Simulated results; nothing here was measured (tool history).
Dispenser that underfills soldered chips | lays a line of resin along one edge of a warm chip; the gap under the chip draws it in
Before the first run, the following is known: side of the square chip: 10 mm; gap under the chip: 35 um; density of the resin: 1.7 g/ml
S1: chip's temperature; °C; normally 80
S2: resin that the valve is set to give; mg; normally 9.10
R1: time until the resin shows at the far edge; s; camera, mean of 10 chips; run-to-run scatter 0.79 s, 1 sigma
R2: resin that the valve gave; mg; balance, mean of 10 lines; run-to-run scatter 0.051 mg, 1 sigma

Run 1, hour 0.0: usual settings. Result: R1 161.9 s, R2 9.01 mg.
At hour 0.7: new syringe of resin.
Run 2, hour 4.8: usual settings. Result: R1 94.7 s, R2 8.99 mg.
Run 3, hour 12.1: usual settings. Result: R1 139.1 s, R2 8.93 mg.
At hour 15.7: new syringe of resin.
Run 4, hour 19.7: usual settings. Result: R1 92.7 s, R2 8.93 mg.
Run 5, hour 25.0: usual settings. Result: R1 121.2 s, R2 8.87 mg.
At hour 31.0: new syringe of resin.
Run 6, hour 31.0: usual settings but S2 10.06 mg. Result: R1 75.2 s, R2 9.87 mg.
Run 7, hour 38.6: usual settings but S1 88 °C, S2 8.91 mg. Result: R1 84.6 s, R2 8.65 mg.
Run 8, hour 44.3: usual settings but S1 88 °C, S2 8.91 mg. Result: R1 114.8 s, R2 8.61 mg.
At hour 46.5: new syringe of resin.
Run 9, hour 51.9: usual settings but S1 79 °C, S2 11.18 mg. Result: R1 104.4 s, R2 10.87 mg.
Run 10, hour 57.8: usual settings but S1 87 °C, S2 11.37 mg. Result: R1 104.7 s, R2 10.98 mg.

Alternative continuations, all from the tool just after run 10; predict every row:
At hour 61.7: new syringe of resin.
Run A, hour 62.4: usual settings but S1 70 °C, S2 10.09 mg. Result: R1 ?, R2 ?.
At hour 61.7: new syringe of resin.
Run B, hour 62.4: usual settings but S1 91 °C, S2 10.30 mg. Result: R1 ?, R2 ?.
At hour 61.7: new syringe of resin.
Run C, hour 62.4: usual settings but S1 76 °C, S2 10.43 mg. Result: R1 ?, R2 ?.
At hour 61.7: new syringe of resin.
Run D, hour 62.4: usual settings but S1 66 °C, S2 11.37 mg. Result: R1 ?, R2 ?.

run     R1     R2
  A  117.8   9.75
  B   53.2   9.82
  C   92.2  10.01
  D  137.8  10.93
With no hidden state in the tool, these same runs would have given:
run     R1     R2
  A  106.8  10.12
  B   48.5  10.20
  C   83.8  10.40
  D  125.0  11.35

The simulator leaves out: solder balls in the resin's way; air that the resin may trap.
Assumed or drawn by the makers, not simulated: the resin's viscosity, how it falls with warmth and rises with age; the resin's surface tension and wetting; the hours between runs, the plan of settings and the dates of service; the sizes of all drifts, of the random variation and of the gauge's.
